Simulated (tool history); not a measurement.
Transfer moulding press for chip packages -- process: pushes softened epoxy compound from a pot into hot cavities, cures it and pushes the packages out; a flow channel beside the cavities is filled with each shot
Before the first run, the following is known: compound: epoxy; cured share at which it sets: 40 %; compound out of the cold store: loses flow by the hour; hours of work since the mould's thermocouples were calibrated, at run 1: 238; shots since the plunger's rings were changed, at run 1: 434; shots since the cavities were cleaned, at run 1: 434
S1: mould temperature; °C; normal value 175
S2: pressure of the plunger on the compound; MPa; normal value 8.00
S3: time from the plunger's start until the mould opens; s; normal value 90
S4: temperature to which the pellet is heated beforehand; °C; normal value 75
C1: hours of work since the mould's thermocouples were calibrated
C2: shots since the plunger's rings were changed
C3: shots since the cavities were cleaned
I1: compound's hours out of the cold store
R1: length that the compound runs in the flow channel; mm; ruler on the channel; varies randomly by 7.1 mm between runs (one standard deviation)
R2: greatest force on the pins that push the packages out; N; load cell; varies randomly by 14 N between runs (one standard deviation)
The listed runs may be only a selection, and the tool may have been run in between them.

run,day,S1,S2,S3,S4,C1,C2,C3,I1,R1,R2
1,0.000,175,8.00,90,75,238,434,434,21.8,969,867
2,0.367,180,8.00,90,75,242,513,513,43.7,852,712
3,0.854,175,8.00,127,75,247,619,619,43.0,859,676
4,1.479,175,8.00,127,75,254,755,755,46.3,871,700
# day 1.708: cavities cleaned with cleaning compound and waxed
5,1.967,175,8.00,127,75,258,847,57,20.3,946,496
6,2.550,175,8.00,90,75,265,973,183,38.8,891,740
7,3.062,175,8.00,90,75,270,1084,294,15.5,970,849
8,3.633,175,6.82,90,75,276,1209,419,26.5,850,862
9,4.254,175,8.00,90,75,283,1342,552,29.1,915,918
10,4.967,175,8.00,118,75,291,1497,707,35.6,888,751
# day 5.400: cavities cleaned with cleaning compound and waxed
11,5.488,175,8.00,90,78,296,1596,19,33.3,902,636
12,6.254,175,8.00,90,78,304,1762,185,21.1,938,801
13,6.858,175,8.00,90,78,310,1894,317,46.2,848,775
14,7.325,175,8.00,90,78,315,1995,418,19.9,946,895
15,7.871,182,8.00,88,78,321,2113,536,18.4,923,722
16,8.246,182,8.00,103,67,325,2195,618,36.1,865,677
17,8.771,170,8.00,90,75,331,2309,732,36.1,889,1376
# day 9.133: cavities cleaned with cleaning compound and waxed
18,9.208,175,8.53,90,72,335,2390,16,16.8,988,640
19,9.946,175,8.61,75,72,343,2550,176,15.8,993,1296
20,10.625,173,8.61,75,72,350,2697,323,24.2,975,1554
21,11.088,173,8.61,75,72,355,2797,423,11.7,1022,1723
22,11.662,173,8.61,75,72,361,2922,548,25.7,958,1734
23,12.408,173,8.61,75,70,369,3084,710,23.4,972,1860
# day 12.850: cavities cleaned with cleaning compound and waxed
24,12.917,176,7.70,75,83,374,3181,15,44.9,833,832
25,13.529,178,9.93,125,69,381,3313,147,26.2,1001,513
26,14.267,174,9.93,125,70,389,3473,307,24.9,1044,619
27,14.950,174,9.47,129,75,396,3621,455,15.1,1053,646
28,15.596,180,7.53,123,67,403,3761,595,36.2,834,671

Branching from run 28: 3 alternative next runs. What would each branch give?
A,16.175,180,7.53,83,67,409,3887,721,23.3,?,?
B,16.175,180,7.53,115,67,409,3887,721,28.0,?,?
C,16.175,171,6.13,123,67,409,3887,721,39.4,?,?

run,R1,R2
A,870,901
B,865,695
C,764,764
Without the tool's hidden state the same runs would have given:
run,R1,R2
A,897,584
B,892,429
C,788,485

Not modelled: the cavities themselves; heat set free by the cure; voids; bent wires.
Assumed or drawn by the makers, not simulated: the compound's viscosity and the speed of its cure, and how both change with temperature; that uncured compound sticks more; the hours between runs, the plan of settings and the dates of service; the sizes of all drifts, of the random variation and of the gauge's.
